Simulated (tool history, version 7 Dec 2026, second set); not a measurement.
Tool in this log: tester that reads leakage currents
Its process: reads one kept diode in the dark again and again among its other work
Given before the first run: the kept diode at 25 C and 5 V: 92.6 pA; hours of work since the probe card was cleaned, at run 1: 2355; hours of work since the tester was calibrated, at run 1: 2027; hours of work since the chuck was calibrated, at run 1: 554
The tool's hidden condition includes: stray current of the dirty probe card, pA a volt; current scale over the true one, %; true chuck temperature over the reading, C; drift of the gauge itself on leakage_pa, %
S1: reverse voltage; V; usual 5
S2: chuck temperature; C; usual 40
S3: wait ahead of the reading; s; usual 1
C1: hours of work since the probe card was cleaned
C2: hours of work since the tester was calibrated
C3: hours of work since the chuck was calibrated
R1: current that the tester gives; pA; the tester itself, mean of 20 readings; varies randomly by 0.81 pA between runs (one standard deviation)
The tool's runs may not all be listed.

run,hour,S1,S2,S3,C1,C2,C3,R1
1,0,5,40,1,2355,2027,554,266.11
2,91.3,5,40,1,2397,2069,596,266.8
3,162.3,5,40,1,2429,2101,628,266.53
4,251.6,5,40,1.58,2471,2142,669,263.67
5,329.1,5,40,1.58,2506,2178,705,264.36
6,405,6.43,40,1,2541,2213,740,291.43
7,482.4,6.43,40,1,2577,2249,776,291.39
8,543.4,6.43,40,1,2605,2277,804,291.48
9,657.9,8.78,40,1,2658,2329,856,331.65
10,773.8,9.26,40,1,2711,2383,910,336.5
11,842.6,9.26,40,1,2743,2414,941,336.1
12,906.2,5,40,1,2772,2444,971,259.59
13,967.1,5,40,1,2800,2472,999,260.18
14,1050.4,5,40,1,2838,2510,1037,258.76
15,1168.9,5,40,1,2893,2565,1091,258.22
16,1249.9,5,40,1,2930,2602,1129,257.89
17,1333.4,5,40,1,2968,2640,1167,256.91
18,1435.2,5,40,3.9,3015,2687,1214,254.39
19,1531.1,5,40,3.9,3059,2731,1258,255.01
20,1637.2,1.89,46,1.78,3108,2780,1307,252.23
21,1716.6,1.24,58,3.33,3145,2817,1343,453.92
22,1807.2,1.24,58,3.33,3186,2858,1385,451.04
23,1890.5,10.56,25,1.19,3225,2897,1423,135.57
24,2008.1,7.8,31,0.85,3279,2951,1478,171.32
25,2106,7.8,31,0.85,3324,2996,1523,170.51
26,2178.2,7.8,24,2.98,3357,3029,1556,108.35
27,2270.3,4.24,40,1,3399,3071,1598,232.79
28,2376.3,1.83,37,1.42,3448,3120,1647,134.29
29,2437.3,1.83,38,1.42,3476,3148,1675,144.1
30,2568.7,3.15,45,5.2,3537,3209,1736,282.85
31,2627.8,3.15,45,5.2,3564,3236,1763,282.48
32,2698.9,5,23,1.04,3597,3269,1795,81.65
33,2816.4,5,22,1.04,3651,3323,1850,76.76
# hour 2911.3: chuck's temperature calibrated
34,2933.9,4.59,40,1,3704,3376,10,272.24
35,3061.9,5.58,39,1.18,3763,3435,69,273.94
36,3145.7,5.58,25,3.55,3801,3473,108,110.76
37,3246.9,1.88,21,0.82,3848,3520,154,51.69
38,3325.7,1.96,46,8.82,3884,3556,191,278.39

Pick out some run-to-run changes in R1. Of each, how much would a tool without hidden state show as well, from the settings, what came in and chance, and how much is left for the hidden state and any gauge scatter not in both results compared?
Run 20 -> 21: S1 1.89 -> 1.24, S2 46 -> 58, S3 1.78 -> 3.33. R1 +201.69 pA: hidden state -21.36, all else +223.05.
Run 22 -> 23: S1 1.24 -> 10.56, S2 58 -> 25, S3 3.33 -> 1.19. R1 -315.47 pA: hidden state +55.25, all else -370.72.
Run 26 -> 27: S1 7.8 -> 4.24, S2 24 -> 40, S3 2.98 -> 1. R1 +124.44 pA: hidden state -25.86, all else +150.3.
Run 31 -> 32: S1 3.15 -> 5, S2 45 -> 23, S3 5.2 -> 1.04. R1 -200.83 pA: hidden state +33.5, all else -234.33.
Run 37 -> 38: S1 1.88 -> 1.96, S2 21 -> 46, S3 0.82 -> 8.82. R1 +226.7 pA: hidden state -5.08, all else +231.78.
